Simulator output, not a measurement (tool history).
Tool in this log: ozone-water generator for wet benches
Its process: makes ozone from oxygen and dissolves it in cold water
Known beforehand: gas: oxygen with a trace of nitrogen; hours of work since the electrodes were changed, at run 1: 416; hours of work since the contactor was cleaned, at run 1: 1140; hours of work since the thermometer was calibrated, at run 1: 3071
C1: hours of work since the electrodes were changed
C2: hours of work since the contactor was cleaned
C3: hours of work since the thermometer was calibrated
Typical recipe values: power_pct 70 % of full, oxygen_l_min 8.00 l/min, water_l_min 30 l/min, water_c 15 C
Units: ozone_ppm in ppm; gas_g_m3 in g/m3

{"run": 1, "hour": 0.0, "power_pct": 70, "oxygen_l_min": 8.0, "water_l_min": 30, "water_c": 15, "C1": 416, "C2": 1140, "C3": 3071, "ozone_ppm": 21.8, "gas_g_m3": 248.4}
{"run": 2, "hour": 27.2, "power_pct": 70, "oxygen_l_min": 8.0, "water_l_min": 29, "water_c": 15, "C1": 437, "C2": 1162, "C3": 3093, "ozone_ppm": 22.7, "gas_g_m3": 246.0}
{"run": 3, "hour": 44.0, "power_pct": 70, "oxygen_l_min": 8.0, "water_l_min": 29, "water_c": 15, "C1": 451, "C2": 1175, "C3": 3106, "ozone_ppm": 22.2, "gas_g_m3": 246.2}
{"run": 4, "hour": 70.6, "power_pct": 70, "oxygen_l_min": 8.0, "water_l_min": 29, "water_c": 15, "C1": 472, "C2": 1196, "C3": 3127, "ozone_ppm": 22.3, "gas_g_m3": 246.7}
{"run": 5, "hour": 85.8, "power_pct": 70, "oxygen_l_min": 8.0, "water_l_min": 30, "water_c": 17, "C1": 484, "C2": 1208, "C3": 3139, "ozone_ppm": 20.9, "gas_g_m3": 246.7}
{"run": 6, "hour": 117.5, "power_pct": 70, "oxygen_l_min": 8.0, "water_l_min": 30, "water_c": 17, "C1": 509, "C2": 1233, "C3": 3164, "ozone_ppm": 21.1, "gas_g_m3": 249.0}
{"run": 7, "hour": 140.7, "power_pct": 70, "oxygen_l_min": 8.0, "water_l_min": 30, "water_c": 17, "C1": 527, "C2": 1252, "C3": 3182, "ozone_ppm": 21.3, "gas_g_m3": 246.4}
{"run": 8, "hour": 168.8, "power_pct": 70, "oxygen_l_min": 4.2, "water_l_min": 30, "water_c": 15, "C1": 550, "C2": 1274, "C3": 3205, "ozone_ppm": 21.2, "gas_g_m3": 361.5}
{"run": 9, "hour": 190.9, "power_pct": 70, "oxygen_l_min": 4.2, "water_l_min": 30, "water_c": 15, "C1": 567, "C2": 1291, "C3": 3222, "ozone_ppm": 21.1, "gas_g_m3": 362.2}
{"run": 10, "hour": 210.3, "power_pct": 47, "oxygen_l_min": 8.0, "water_l_min": 18, "water_c": 17, "C1": 582, "C2": 1307, "C3": 3238, "ozone_ppm": 23.5, "gas_g_m3": 185.0}
{"run": 11, "hour": 227.0, "power_pct": 93, "oxygen_l_min": 8.0, "water_l_min": 25, "water_c": 17, "C1": 596, "C2": 1320, "C3": 3251, "ozone_ppm": 30.3, "gas_g_m3": 305.3}
{"run": 12, "hour": 257.1, "power_pct": 70, "oxygen_l_min": 8.0, "water_l_min": 40, "water_c": 15, "C1": 620, "C2": 1344, "C3": 3275, "ozone_ppm": 16.6, "gas_g_m3": 247.9}
{"run": 13, "hour": 280.0, "power_pct": 70, "oxygen_l_min": 8.0, "water_l_min": 21, "water_c": 8, "C1": 638, "C2": 1362, "C3": 3293, "ozone_ppm": 32.8, "gas_g_m3": 249.7}
{"run": 14, "hour": 312.6, "power_pct": 70, "oxygen_l_min": 8.0, "water_l_min": 21, "water_c": 8, "C1": 663, "C2": 1388, "C3": 3319, "ozone_ppm": 32.7, "gas_g_m3": 246.4}
{"run": 15, "hour": 339.3, "power_pct": 70, "oxygen_l_min": 8.0, "water_l_min": 21, "water_c": 8, "C1": 685, "C2": 1409, "C3": 3340, "ozone_ppm": 32.5, "gas_g_m3": 248.5}
{"run": 16, "hour": 361.8, "power_pct": 49, "oxygen_l_min": 8.0, "water_l_min": 30, "water_c": 17, "C1": 702, "C2": 1427, "C3": 3358, "ozone_ppm": 16.5, "gas_g_m3": 191.3}
{"run": 17, "hour": 379.5, "power_pct": 49, "oxygen_l_min": 8.0, "water_l_min": 30, "water_c": 17, "C1": 716, "C2": 1441, "C3": 3372, "ozone_ppm": 16.3, "gas_g_m3": 190.9}

What if the next run were any one of these 4? Each begins from the tool's condition after run 17:
{"run": "A", "hour": 400.4, "power_pct": 80, "oxygen_l_min": 6.81, "water_l_min": 30, "water_c": 17, "C1": 733, "C2": 1457, "C3": 3388, "ozone_ppm": "?", "gas_g_m3": "?"}
{"run": "B", "hour": 400.4, "power_pct": 50, "oxygen_l_min": 8.0, "water_l_min": 30, "water_c": 19, "C1": 733, "C2": 1457, "C3": 3388, "ozone_ppm": "?", "gas_g_m3": "?"}
{"run": "C", "hour": 400.4, "power_pct": 57, "oxygen_l_min": 8.0, "water_l_min": 37, "water_c": 17, "C1": 733, "C2": 1457, "C3": 3388, "ozone_ppm": "?", "gas_g_m3": "?"}
{"run": "D", "hour": 400.4, "power_pct": 65, "oxygen_l_min": 8.0, "water_l_min": 36, "water_c": 9, "C1": 733, "C2": 1457, "C3": 3388, "ozone_ppm": "?", "gas_g_m3": "?"}

run=A ozone_ppm=23.1 gas_g_m3=300.5
run=B ozone_ppm=16.2 gas_g_m3=193.2
run=C ozone_ppm=15.2 gas_g_m3=213.7
run=D ozone_ppm=18.7 gas_g_m3=235.7
With no hidden state in the tool, these same runs would have given:
run=A ozone_ppm=23.1 gas_g_m3=300.5
run=B ozone_ppm=16.2 gas_g_m3=193.2
run=C ozone_ppm=15.2 gas_g_m3=213.7
run=D ozone_ppm=18.7 gas_g_m3=235.7
